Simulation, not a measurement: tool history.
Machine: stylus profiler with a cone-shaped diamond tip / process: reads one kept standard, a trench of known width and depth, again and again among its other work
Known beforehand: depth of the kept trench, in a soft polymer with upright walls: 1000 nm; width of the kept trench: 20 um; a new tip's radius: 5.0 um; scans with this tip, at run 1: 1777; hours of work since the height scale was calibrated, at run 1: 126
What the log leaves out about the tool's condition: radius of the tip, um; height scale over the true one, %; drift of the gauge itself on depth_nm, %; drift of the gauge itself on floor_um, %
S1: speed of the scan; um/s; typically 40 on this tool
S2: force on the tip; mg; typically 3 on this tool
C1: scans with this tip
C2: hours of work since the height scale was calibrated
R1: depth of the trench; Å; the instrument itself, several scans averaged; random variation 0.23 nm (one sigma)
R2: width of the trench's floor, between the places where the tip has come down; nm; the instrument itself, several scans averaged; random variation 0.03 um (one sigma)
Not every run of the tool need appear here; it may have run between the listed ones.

run,hour,S1,S2,C1,C2,R1,R2
1,0,40,3,1777,126,10163,13710
2,9.4,40,3,1847,131,10162.7,13640
3,21.2,40,3,1934,137,10162.8,13710
4,29.9,40,3.18,1999,141,10170.8,13710
5,46.5,40,3.18,2122,150,10173.7,13620
6,58.7,40,3.18,2213,157,10172.2,13630
7,69.4,40,3.18,2293,162,10171,13620
8,86,22,3,2415,171,10165.6,13720
9,98.5,22,3,2509,177,10166,13690
# hour 100.1: height scale calibrated on a step standard
10,107,22,3,2568,4,10170.3,13690
11,122.4,29,3.57,2682,12,10186.7,13660
12,133.2,27,8.07,2763,17,10318.7,13690
13,146.6,27,8.07,2862,24,10319.1,13710
14,161.4,14,5.3,2972,32,10244.8,13700
# hour 172.3: height scale calibrated on a step standard, once more
15,174.1,149,1.69,3062,1,10097.8,12610
16,185.2,149,1.69,3145,7,10100.1,12680
17,192.8,52,7.83,3202,11,10291.2,13610
18,208.3,96,1.65,3316,19,10104.3,13070
19,221.9,22,5.1,3418,26,10216.3,13640

Here are 5 independent what-if runs from the current tool condition. What would each one return?
A,234.5,12,2.09,3511,33,?,?
B,234.5,105,1.03,3511,33,?,?
C,234.5,10,2.49,3511,33,?,?
D,234.5,61,2.37,3511,33,?,?
E,234.5,52,8.21,3511,33,?,?

run,R1,R2
A,10121.1,13640
B,10077.4,12710
C,10132.2,13730
D,10128.4,13360
E,10300.7,13570
Stripped of hidden state, with their random variation kept, the same runs would have yielded:
run,R1,R2
A,10123.6,13910
B,10079.9,12990
C,10134.7,14010
D,10130.9,13640
E,10303.3,13840
